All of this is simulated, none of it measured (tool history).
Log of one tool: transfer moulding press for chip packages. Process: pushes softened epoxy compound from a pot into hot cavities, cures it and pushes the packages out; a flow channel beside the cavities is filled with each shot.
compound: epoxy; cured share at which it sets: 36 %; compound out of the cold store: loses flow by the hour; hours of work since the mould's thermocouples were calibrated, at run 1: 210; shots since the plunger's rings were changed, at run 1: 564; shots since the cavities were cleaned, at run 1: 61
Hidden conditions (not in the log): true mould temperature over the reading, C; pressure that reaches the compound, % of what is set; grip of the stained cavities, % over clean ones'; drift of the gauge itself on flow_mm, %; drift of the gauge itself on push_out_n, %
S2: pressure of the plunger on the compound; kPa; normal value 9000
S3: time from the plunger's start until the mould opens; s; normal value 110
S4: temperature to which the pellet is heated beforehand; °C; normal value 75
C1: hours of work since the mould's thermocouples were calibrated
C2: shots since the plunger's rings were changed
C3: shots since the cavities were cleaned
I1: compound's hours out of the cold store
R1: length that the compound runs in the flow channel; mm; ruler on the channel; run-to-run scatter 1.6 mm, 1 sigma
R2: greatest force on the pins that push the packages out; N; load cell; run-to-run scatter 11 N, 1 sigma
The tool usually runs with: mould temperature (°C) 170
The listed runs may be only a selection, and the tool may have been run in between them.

Run 1, hour 0: usual settings; C1 210; C2 564; C3 61; I1 20. Result: R1 655 mm, R2 557 N.
Run 2, hour 18.9: usual settings; C1 219; C2 712; C3 209; I1 42.5. Result: R1 622 mm, R2 598 N.
Run 3, hour 28.2: usual settings; C1 224; C2 784; C3 281; I1 29.6. Result: R1 644 mm, R2 646 N.
Run 4, hour 41.1: usual settings; C1 230; C2 885; C3 382; I1 34.5. Result: R1 633 mm, R2 647 N.
Run 5, hour 57.3: usual settings; C1 238; C2 1013; C3 510; I1 36.4. Result: R1 632 mm, R2 707 N.
Run 6, hour 65.6: usual settings; C1 242; C2 1077; C3 574; I1 14.9. Result: R1 661 mm, R2 716 N.
Run 7, hour 74: usual settings; C1 246; C2 1143; C3 640; I1 18.3. Result: R1 656 mm, R2 725 N.
At hour 79.5: cavities cleaned with cleaning compound and waxed.
Run 8, hour 85.4: usual settings but S3 129 s; C1 250; C2 1221; C3 47; I1 42.5. Result: R1 620 mm, R2 482 N.
Run 9, hour 99.7: usual settings but S4 81 °C; C1 257; C2 1333; C3 159; I1 17.4. Result: R1 654 mm, R2 600 N.
Run 10, hour 112.9: usual settings but mould temperature (°C) 175, S2 8860 kPa; C1 264; C2 1436; C3 262; I1 23. Result: R1 630 mm, R2 553 N.
Run 11, hour 121.8: usual settings but mould temperature (°C) 175, S2 8860 kPa; C1 268; C2 1506; C3 332; I1 43.7. Result: R1 601 mm, R2 581 N.
Run 12, hour 140.2: usual settings but mould temperature (°C) 175, S2 8860 kPa; C1 277; C2 1650; C3 476; I1 19.9. Result: R1 632 mm, R2 615 N.
Run 13, hour 154.1: usual settings but mould temperature (°C) 175, S2 8860 kPa; C1 284; C2 1759; C3 585; I1 42. Result: R1 600 mm, R2 626 N.
At hour 166.9: cavities cleaned with cleaning compound and waxed.
Run 14, hour 174: usual settings but mould temperature (°C) 175, S2 8860 kPa; C1 292; C2 1903; C3 55; I1 17.1. Result: R1 636 mm, R2 487 N.
Run 15, hour 191.4: usual settings but mould temperature (°C) 175, S2 8860 kPa; C1 301; C2 2039; C3 191; I1 26.9. Result: R1 621 mm, R2 532 N.
Run 16, hour 209.6: usual settings but S3 130 s, S4 84 °C; C1 310; C2 2181; C3 333; I1 19.3. Result: R1 651 mm, R2 574 N.

Here are 5 independent what-if runs from the current tool condition. What would each one return?
Run A, hour 228.2: usual settings but mould temperature (°C) 169, S3 97 s, S4 80 °C; C1 318; C2 2327; C3 479; I1 29.2. Result: R1 ?, R2 ?.
Run B, hour 228.2: usual settings but S2 7160 kPa, S3 123 s; C1 318; C2 2327; C3 479; I1 28.9. Result: R1 ?, R2 ?.
Run C, hour 228.2: usual settings but S2 7440 kPa, S3 121 s; C1 318; C2 2327; C3 479; I1 31.8. Result: R1 ?, R2 ?.
Run D, hour 228.2: usual settings but S2 8560 kPa, S3 130 s, S4 72 °C; C1 318; C2 2327; C3 479; I1 45. Result: R1 ?, R2 ?.
Run E, hour 228.2: usual settings but mould temperature (°C) 167, S2 7380 kPa, S4 70 °C; C1 318; C2 2327; C3 479; I1 36.6. Result: R1 ?, R2 ?.

run   R1   R2
  A  639  908
  B  568  630
  C  574  638
  D  600  584
  E  576  828
Take away the tool's hidden state, keep each run's random variation, and the runs would have read:
run   R1   R2
  A  647  636
  B  575  455
  C  581  461
  D  607  423
  E  583  583

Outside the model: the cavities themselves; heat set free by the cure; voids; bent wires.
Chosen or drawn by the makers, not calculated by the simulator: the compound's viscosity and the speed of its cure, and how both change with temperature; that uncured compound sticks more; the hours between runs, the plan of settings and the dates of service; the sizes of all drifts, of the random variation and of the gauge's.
